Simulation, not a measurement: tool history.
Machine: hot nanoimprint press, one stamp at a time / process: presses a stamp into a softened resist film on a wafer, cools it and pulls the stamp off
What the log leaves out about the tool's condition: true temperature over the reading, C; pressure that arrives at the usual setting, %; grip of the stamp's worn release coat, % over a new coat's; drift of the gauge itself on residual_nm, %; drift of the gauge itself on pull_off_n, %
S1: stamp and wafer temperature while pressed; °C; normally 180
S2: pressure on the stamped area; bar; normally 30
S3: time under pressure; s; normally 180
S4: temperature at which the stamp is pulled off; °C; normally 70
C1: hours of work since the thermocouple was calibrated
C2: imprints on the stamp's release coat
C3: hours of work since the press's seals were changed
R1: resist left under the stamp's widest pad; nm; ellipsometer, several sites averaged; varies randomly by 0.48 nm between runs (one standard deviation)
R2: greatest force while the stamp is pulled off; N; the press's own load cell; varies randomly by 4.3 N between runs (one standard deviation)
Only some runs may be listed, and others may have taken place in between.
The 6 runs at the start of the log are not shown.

Run 7, hour 86.1: usual settings but S1 185 °C; C1 156; C2 1794; C3 403. Result: R1 92.5 nm, R2 210 N.
Run 8, hour 96.4: usual settings; C1 162; C2 1837; C3 409. Result: R1 106.2 nm, R2 211 N.
Run 9, hour 109.7: usual settings; C1 169; C2 1891; C3 416. Result: R1 106.6 nm, R2 213 N.
Run 10, hour 122.2: usual settings; C1 176; C2 1943; C3 422. Result: R1 105.6 nm, R2 209 N.
Run 11, hour 131.9: usual settings; C1 181; C2 1983; C3 428. Result: R1 105.6 nm, R2 206 N.
Run 12, hour 140.9: usual settings but S4 65 °C; C1 186; C2 2020; C3 432. Result: R1 105.7 nm, R2 236 N.
Run 13, hour 156.8: usual settings but S1 178 °C, S4 65 °C; C1 194; C2 2085; C3 441. Result: R1 110.9 nm, R2 235 N.
Run 14, hour 171.7: usual settings but S1 178 °C, S4 65 °C; C1 202; C2 2146; C3 449. Result: R1 112.4 nm, R2 235 N.
Run 15, hour 181.6: usual settings but S1 178 °C, S4 65 °C; C1 208; C2 2187; C3 454. Result: R1 112.4 nm, R2 229 N.
Run 16, hour 190.3: usual settings; C1 212; C2 2223; C3 459. Result: R1 106 nm, R2 215 N.
Run 17, hour 207: usual settings but S1 169 °C; C1 221; C2 2292; C3 468. Result: R1 142.7 nm, R2 208 N.
Run 18, hour 217.8: usual settings but S1 169 °C; C1 227; C2 2336; C3 474. Result: R1 142.9 nm, R2 211 N.
At hour 240.5: stamp cleaned and given a new release coat.
Run 19, hour 241.3: usual settings but S1 169 °C; C1 236; C2 3; C3 483. Result: R1 143.2 nm, R2 203 N.
Run 20, hour 251.4: usual settings but S1 169 °C; C1 242; C2 45; C3 488. Result: R1 142.8 nm, R2 212 N.
Run 21, hour 269.3: usual settings but S1 188 °C, S2 43 bar, S3 136 s, S4 65 °C; C1 251; C2 118; C3 498. Result: R1 78.5 nm, R2 231 N.
Run 22, hour 277.1: usual settings but S1 186 °C, S2 46.1 bar, S3 245 s, S4 59 °C; C1 256; C2 150; C3 502. Result: R1 63.3 nm, R2 256 N.
Run 23, hour 292.7: usual settings but S1 172 °C, S2 40.7 bar; C1 264; C2 215; C3 511. Result: R1 112.8 nm, R2 210 N.
Run 24, hour 302: usual settings but S1 189 °C, S2 40.7 bar, S4 75 °C; C1 269; C2 253; C3 516. Result: R1 71.9 nm, R2 188 N.
Run 25, hour 309.5: usual settings but S1 177 °C, S4 73 °C; C1 273; C2 284; C3 520. Result: R1 115.4 nm, R2 195 N.
Run 26, hour 320.7: usual settings but S2 26.1 bar, S3 165 s; C1 279; C2 330; C3 526. Result: R1 118.2 nm, R2 216 N.
Run 27, hour 328.1: usual settings but S1 182 °C, S3 206 s, S4 63 °C; C1 283; C2 360; C3 530. Result: R1 97.5 nm, R2 241 N.
Run 28, hour 339: usual settings but S1 182 °C, S3 206 s, S4 63 °C; C1 289; C2 405; C3 535. Result: R1 97.4 nm, R2 238 N.
Run 29, hour 346.3: usual settings but S1 182 °C, S2 22.4 bar, S3 338 s, S4 77 °C; C1 293; C2 435; C3 539. Result: R1 94.4 nm, R2 182 N.
Run 30, hour 357: usual settings but S3 191 s; C1 298; C2 479; C3 545. Result: R1 104.9 nm, R2 202 N.
Run 31, hour 371.4: usual settings but S3 191 s; C1 306; C2 538; C3 553. Result: R1 104.8 nm, R2 209 N.

Branching from run 31: 3 alternative next runs. What would each branch give?
Run A, hour 382: usual settings but S2 18.4 bar; C1 312; C2 582; C3 558. Result: R1 ?, R2 ?.
Run B, hour 382: usual settings but S1 185 °C; C1 312; C2 582; C3 558. Result: R1 ?, R2 ?.
Run C, hour 382: usual settings but S3 95 s; C1 312; C2 582; C3 558. Result: R1 ?, R2 ?.

run     R1   R2
  A  138.6  213
  B   93.3  216
  C  133.9  211
Take away the tool's hidden state, keep each run's random variation, and the runs would have read:
run     R1   R2
  A  135.5  212
  B   91.2  215
  C  130.9  210
